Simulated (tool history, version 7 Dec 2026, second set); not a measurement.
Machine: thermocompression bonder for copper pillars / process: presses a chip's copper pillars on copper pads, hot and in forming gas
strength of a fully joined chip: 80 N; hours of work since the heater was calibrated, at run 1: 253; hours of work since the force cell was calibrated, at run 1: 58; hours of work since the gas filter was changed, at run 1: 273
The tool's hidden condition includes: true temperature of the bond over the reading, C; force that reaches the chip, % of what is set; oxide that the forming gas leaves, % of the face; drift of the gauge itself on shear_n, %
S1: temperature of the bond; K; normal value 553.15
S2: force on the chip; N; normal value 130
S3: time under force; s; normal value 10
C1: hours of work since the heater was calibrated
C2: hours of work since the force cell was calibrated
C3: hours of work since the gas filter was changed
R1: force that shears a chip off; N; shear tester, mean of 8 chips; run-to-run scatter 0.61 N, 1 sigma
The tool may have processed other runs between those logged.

run   hour      S1   S2  S3   C1   C2   C3    R1
  1      0  553.15  130  10  253   58  273  56.2
  2   14.5  553.15  130  10  262   67  282  57.5
  3   32.2  553.15  130  10  273   78  293  56.8
  4   48.6  553.15  130  10  283   88  303  56.2
  5   67.3  553.15  130  10  294   99  315  56.3
  6   84.5  553.15  130  10  305  110  325  56.3
  7   98.4  553.15  130  26  313  118  334  68.6
  8  121.8  553.15  130  26  328  133  348    69
  9  146.2  553.15  130  26  343  148  363  69.1
 10  165.2  553.15  130  26  354  159  375  68.1
 11  179.3  553.15  130  17  363  168  383  63.6
 12  190.4  553.15  130  17  370  175  390  64.8
 13  210.1  567.15  125  10  382  187  402  63.2
 14  225.8  579.15   89  20  392  197  412  69.3
 15  248.1  553.15  112  12  405  210  425  55.9
 16  259.4  553.15  112  12  412  217  432  54.9
 17  277.4  553.15   93   5  423  228  443  38.2
 18  293.4  569.15   96   9  433  238  453  56.2
 19  311.8  569.15   96   9  444  249  464  55.9

3 options for the next run, each taken on its own from the tool as it stands now. Forecast them:
     330.5  -- forming gas filter changed
  A  330.5  553.15  97  11  455  260   0   ?
     330.5  -- forming gas filter changed
  B  330.5  544.15  85  22  455  260   0   ?
     330.5  -- forming gas filter changed
  C  330.5  571.15  79   8  455  260   0   ?

run    R1
  A  51.2
  B  51.7
  C  49.4
What these runs would have given with no unlogged condition in the tool:
run    R1
  A    51
  B  51.5
  C  49.3
